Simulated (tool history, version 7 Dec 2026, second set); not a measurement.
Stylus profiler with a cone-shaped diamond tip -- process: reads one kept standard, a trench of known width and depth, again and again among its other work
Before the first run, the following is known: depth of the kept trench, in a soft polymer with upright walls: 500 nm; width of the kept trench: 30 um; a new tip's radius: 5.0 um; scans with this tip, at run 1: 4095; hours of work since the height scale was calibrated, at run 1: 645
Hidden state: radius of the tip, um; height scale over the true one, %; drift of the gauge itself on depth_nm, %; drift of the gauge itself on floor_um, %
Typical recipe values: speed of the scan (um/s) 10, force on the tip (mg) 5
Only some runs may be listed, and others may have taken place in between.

run      day  speed of the scan (um/s)  force on the tip (mg)  scans with this tip  hours of work since the height scale was calibrated  depth of the trench (nm)  width of the trench's floor (µm)
  1        0                        10                      5                 4095                                                  645                    512.32                             24.78
  2      2.5                        10                      5                 4335                                                  683                    512.32                              24.7
  3    6.354                        35                      5                 4705                                                  742                    512.31                             24.56
  4   10.188                        10                      5                 5073                                                  800                    512.55                             24.62
  5   14.833                        10                      5                 5519                                                  870                    512.66                             24.51
  6   17.762                        10                      5                 5800                                                  914                    512.91                             24.42
  7   22.067                        10                      5                 6214                                                  979                       513                             24.34
  8   24.467                         4                      5                 6444                                                 1016                    513.11                             24.32
  9   27.667                        10                      5                 6751                                                 1064                    513.25                             24.28
 10   31.658                        10                      5                 7135                                                 1125                    512.97                             24.19
 11   35.379                        10                      5                 7492                                                 1181                    513.21                             24.13
 12   37.483                        10                      5                 7694                                                 1213                     513.6                             24.12
      38.454  -- height scale calibrated on a step standard
 13   41.846                        10                      5                 8111                                                   51                    514.89                             24.03
 14   45.679                        10                      5                 8479                                                  109                    515.12                              23.9
      46.596  -- height scale calibrated on a step standard, once more
 15   48.942                        10                      5                 8790                                                   35                    510.14                             23.84
 16   53.225                        10                      5                 9201                                                  100                    510.62                             23.81
 17   56.717                        10                      5                 9537                                                  153                    510.76                             23.72
 18    60.35                        10                      5                 9885                                                  208                     511.1                             23.72
 19   62.433                        10                   3.07                10085                                                  240                    507.88                             23.63
 20   66.004                        10                   2.19                10428                                                  294                    506.57                             23.59
 21     69.4                         4                      5                10754                                                  345                    511.31                             23.57
 22   73.179                         4                      5                11117                                                  402                    511.02                             23.55
 23   76.996                         4                      5                11484                                                  460                    511.46                             23.44
 24   81.079                        14                      5                11876                                                  522                    511.38                             23.34
 25   84.825                        33                   3.36                12235                                                  578                    509.28                             23.17
 26   88.621                         5                   8.42                12600                                                  636                    515.94                             23.26
 27   91.321                         3                    2.1                12859                                                  677                    507.11                             23.22
 28   94.396                         3                  14.48                13154                                                  723                    522.76                              23.1
 29     96.8                         3                  14.48                13385                                                  760                    523.01                             23.17
 30  100.804                        17                  14.05                13769                                                  820                    522.65                             23.08
 31  105.392                        17                  14.05                14210                                                  890                    522.72                             23.01
 32  108.217                        11                   3.14                14481                                                  932                    509.76                             22.94
 33  112.858                        11                   3.14                14927                                                 1003                    509.72                             22.86
 34   115.75                         8                   2.96                15204                                                 1046                    509.67                             22.88
 35  118.604                         5                   4.39                15478                                                 1090                    512.26                             22.83
       121.4  -- new tip fitted, height scale calibrated
 36  122.104                        36                   5.58                   67                                                   11                    511.32                             25.46
 37  125.838                         3                   4.68                  426                                                   67                    510.12                             25.46
 38  128.288                         7                   2.18                  661                                                  104                    506.16                             25.34
 39   132.45                        13                  10.84                 1061                                                  167                    518.06                             25.25
 40  135.596                        13                  10.84                 1363                                                  215                    518.29                             25.22
 41  138.017                         3                   8.06                 1595                                                  251                     514.8                             25.23
 42  140.133                         4                   8.06                 1799                                                  284                    515.39                             25.15
 43  142.629                         4                   8.06                 2038                                                  321                    515.34                              25.1
 44  146.696                         7                   2.19                 2429                                                  383                    506.85                             25.06
 45   148.95                         7                   2.19                 2645                                                  417                     507.2                              24.9

Branching from run 45: 5 alternative next runs. What would each branch give?
  A  153.392                        31                  12.52                 3071                                                  484                         ?                                 ?
  B  153.392                        15                   4.17                 3071                                                  484                         ?                                 ?
  C  153.392                         4                   4.07                 3071                                                  484                         ?                                 ?
  D  153.392                        34                   2.04                 3071                                                  484                         ?                                 ?
  E  153.392                        10                   7.74                 3071                                                  484                         ?                                 ?

run  depth of the trench (nm)  width of the trench's floor (µm)
  A                    520.37                             24.82
  B                    510.27                             24.84
  C                    510.31                              24.9
  D                    507.12                             24.74
  E                    515.11                             24.87
With the hidden condition removed and each run's random variation left untouched, the same runs would have given:
run  depth of the trench (nm)  width of the trench's floor (µm)
  A                       519                             25.57
  B                    508.93                             25.58
  C                    508.97                             25.65
  D                    505.78                             25.48
  E                    513.76                             25.61
